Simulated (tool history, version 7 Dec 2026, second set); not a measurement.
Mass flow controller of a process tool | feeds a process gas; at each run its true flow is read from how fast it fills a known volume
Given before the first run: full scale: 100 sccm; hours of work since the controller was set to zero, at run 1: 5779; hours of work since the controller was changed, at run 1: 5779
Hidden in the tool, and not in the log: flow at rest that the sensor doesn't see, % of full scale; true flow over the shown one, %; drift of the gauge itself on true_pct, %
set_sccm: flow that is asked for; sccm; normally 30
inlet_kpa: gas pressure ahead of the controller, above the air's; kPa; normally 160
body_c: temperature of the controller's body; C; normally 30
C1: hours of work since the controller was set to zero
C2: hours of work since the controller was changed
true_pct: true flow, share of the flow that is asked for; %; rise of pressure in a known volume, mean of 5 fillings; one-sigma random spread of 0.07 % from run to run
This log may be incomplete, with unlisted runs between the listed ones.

Run 1, hour 0: usual settings; C1 5779; C2 5779. Result: true_pct 99.33 %.
Run 2, hour 355.4: usual settings; C1 5907; C2 5907. Result: true_pct 99.32 %.
Run 3, hour 639.2: usual settings; C1 6009; C2 6009. Result: true_pct 99.41 %.
Run 4, hour 1037.3: usual settings but set_sccm 13 sccm; C1 6152; C2 6152. Result: true_pct 98.88 %.
Run 5, hour 1306: usual settings but set_sccm 13 sccm; C1 6248; C2 6248. Result: true_pct 98.81 %.
Run 6, hour 1647: usual settings but set_sccm 13 sccm; C1 6371; C2 6371. Result: true_pct 98.81 %.
Run 7, hour 1983.3: usual settings but set_sccm 13 sccm; C1 6492; C2 6492. Result: true_pct 98.7 %.
Run 8, hour 2215.6: usual settings but set_sccm 13 sccm; C1 6575; C2 6575. Result: true_pct 98.73 %.
Run 9, hour 2388.6: usual settings but set_sccm 13 sccm, body_c 31 C; C1 6637; C2 6637. Result: true_pct 98.72 %.
Run 10, hour 2559.5: usual settings but set_sccm 13 sccm, body_c 31 C; C1 6698; C2 6698. Result: true_pct 98.76 %.
Run 11, hour 2907.9: usual settings but set_sccm 13 sccm, body_c 31 C; C1 6824; C2 6824. Result: true_pct 98.61 %.
Run 12, hour 3281.2: usual settings but set_sccm 13 sccm, body_c 31 C; C1 6958; C2 6958. Result: true_pct 98.66 %.
Run 13, hour 3608: usual settings but set_sccm 13 sccm, body_c 31 C; C1 7075; C2 7075. Result: true_pct 98.45 %.
Run 14, hour 3947.6: usual settings; C1 7197; C2 7197. Result: true_pct 98.83 %.
Run 15, hour 4272.4: usual settings; C1 7314; C2 7314. Result: true_pct 98.64 %.
Run 16, hour 4613.7: usual settings; C1 7436; C2 7436. Result: true_pct 98.51 %.
Run 17, hour 5013.5: usual settings; C1 7580; C2 7580. Result: true_pct 98.54 %.
Run 18, hour 5181.9: usual settings; C1 7640; C2 7640. Result: true_pct 98.47 %.
Run 19, hour 5375.5: usual settings but body_c 33 C; C1 7710; C2 7710. Result: true_pct 98.65 %.
Run 20, hour 5608.8: usual settings but body_c 33 C; C1 7794; C2 7794. Result: true_pct 98.56 %.
Run 21, hour 5815.9: usual settings; C1 7868; C2 7868. Result: true_pct 98.24 %.
Run 22, hour 6105.1: usual settings; C1 7972; C2 7972. Result: true_pct 98.31 %.
Run 23, hour 6273.6: usual settings; C1 8033; C2 8033. Result: true_pct 98.27 %.
Run 24, hour 6656.3: usual settings but set_sccm 12 sccm; C1 8170; C2 8170. Result: true_pct 97.94 %.
Run 25, hour 7020: usual settings but set_sccm 22 sccm, inlet_kpa 251 kPa, body_c 26 C; C1 8301; C2 8301. Result: true_pct 97.11 %.
Run 26, hour 7205.5: usual settings but set_sccm 83 sccm; C1 8367; C2 8367. Result: true_pct 99.11 %.
Run 27, hour 7474.4: usual settings but set_sccm 83 sccm, inlet_kpa 264 kPa, body_c 20 C; C1 8464; C2 8464. Result: true_pct 97.42 %.
Run 28, hour 7780.1: usual settings but set_sccm 18 sccm, inlet_kpa 264 kPa, body_c 25 C; C1 8574; C2 8574. Result: true_pct 96.63 %.
Run 29, hour 8176.5: usual settings but inlet_kpa 251 kPa; C1 8716; C2 8716. Result: true_pct 97.38 %.
Run 30, hour 8528.6: usual settings but set_sccm 16 sccm, inlet_kpa 230 kPa, body_c 27 C; C1 8843; C2 8843. Result: true_pct 96.96 %.
Run 31, hour 8767: usual settings but set_sccm 16 sccm, inlet_kpa 207 kPa, body_c 20 C; C1 8928; C2 8928. Result: true_pct 96.33 %.
At hour 8936.7: controller's zero set anew.
Run 32, hour 9148.5: usual settings but set_sccm 16 sccm, inlet_kpa 207 kPa, body_c 20 C; C1 76; C2 9065. Result: true_pct 96.27 %.
Run 33, hour 9320.2: usual settings but set_sccm 68 sccm, inlet_kpa 232 kPa, body_c 20 C; C1 138; C2 9127. Result: true_pct 96.96 %.
Run 34, hour 9674: usual settings but set_sccm 53 sccm, inlet_kpa 144 kPa, body_c 20 C; C1 265; C2 9254. Result: true_pct 97.16 %.
Run 35, hour 9879.8: usual settings but set_sccm 25 sccm, body_c 23 C; C1 339; C2 9328. Result: true_pct 96.78 %.
At hour 10056.1: gauge calibrated.
Run 36, hour 10279.9: usual settings but set_sccm 46 sccm, body_c 23 C; C1 482; C2 9471. Result: true_pct 99 %.
Run 37, hour 10591.7: usual settings but set_sccm 46 sccm, body_c 23 C; C1 594; C2 9583. Result: true_pct 98.83 %.
Run 38, hour 10889.1: usual settings but set_sccm 46 sccm, body_c 23 C; C1 701; C2 9690. Result: true_pct 98.92 %.
Run 39, hour 11115.1: usual settings but set_sccm 47 sccm, inlet_kpa 177 kPa, body_c 39 C; C1 782; C2 9771. Result: true_pct 100.38 %.
Run 40, hour 11304.6: usual settings but set_sccm 47 sccm, inlet_kpa 202 kPa, body_c 24 C; C1 851; C2 9840. Result: true_pct 98.7 %.
Run 41, hour 11533.7: usual settings but set_sccm 95 sccm, inlet_kpa 216 kPa, body_c 40 C; C1 933; C2 9922. Result: true_pct 101.13 %.
Run 42, hour 11773.7: usual settings but inlet_kpa 241 kPa; C1 1019; C2 10008. Result: true_pct 98.62 %.
Run 43, hour 12028.7: usual settings but inlet_kpa 155 kPa; C1 1111; C2 10100. Result: true_pct 99.07 %.
Run 44, hour 12377.6: usual settings but inlet_kpa 155 kPa; C1 1236; C2 10225. Result: true_pct 99.17 %.
Run 45, hour 12725.1: usual settings but set_sccm 38 sccm, inlet_kpa 164 kPa, body_c 32 C; C1 1361; C2 10350. Result: true_pct 99.24 %.
Run 46, hour 13022.6: usual settings but set_sccm 38 sccm, inlet_kpa 164 kPa, body_c 32 C; C1 1468; C2 10457. Result: true_pct 99.18 %.
Run 47, hour 13320.5: usual settings but set_sccm 38 sccm, inlet_kpa 164 kPa, body_c 32 C; C1 1575; C2 10564. Result: true_pct 99.08 %.
Run 48, hour 13590.8: usual settings but set_sccm 74 sccm, inlet_kpa 154 kPa, body_c 38 C; C1 1672; C2 10661. Result: true_pct 100.35 %.

How the hidden state differs across the entries between the runs, from the last listed run before each to the first after it:
Logged between run 31 and run 32: controller's zero set anew (hour 8936.7)
  flow at rest that the sensor doesn't see, % of full scale: 0.003 -> 0; drift of the gauge itself on true_pct, %: -1.62 -> -1.69
  measured value less the no-hidden-state value, true_pct: -1.54 -> -1.63 %
Logged between run 35 and run 36: gauge calibrated (hour 10056.1)
  drift of the gauge itself on true_pct, %: -1.82 -> -0.04
  measured value less the no-hidden-state value, true_pct: -1.77 -> -0.02 %

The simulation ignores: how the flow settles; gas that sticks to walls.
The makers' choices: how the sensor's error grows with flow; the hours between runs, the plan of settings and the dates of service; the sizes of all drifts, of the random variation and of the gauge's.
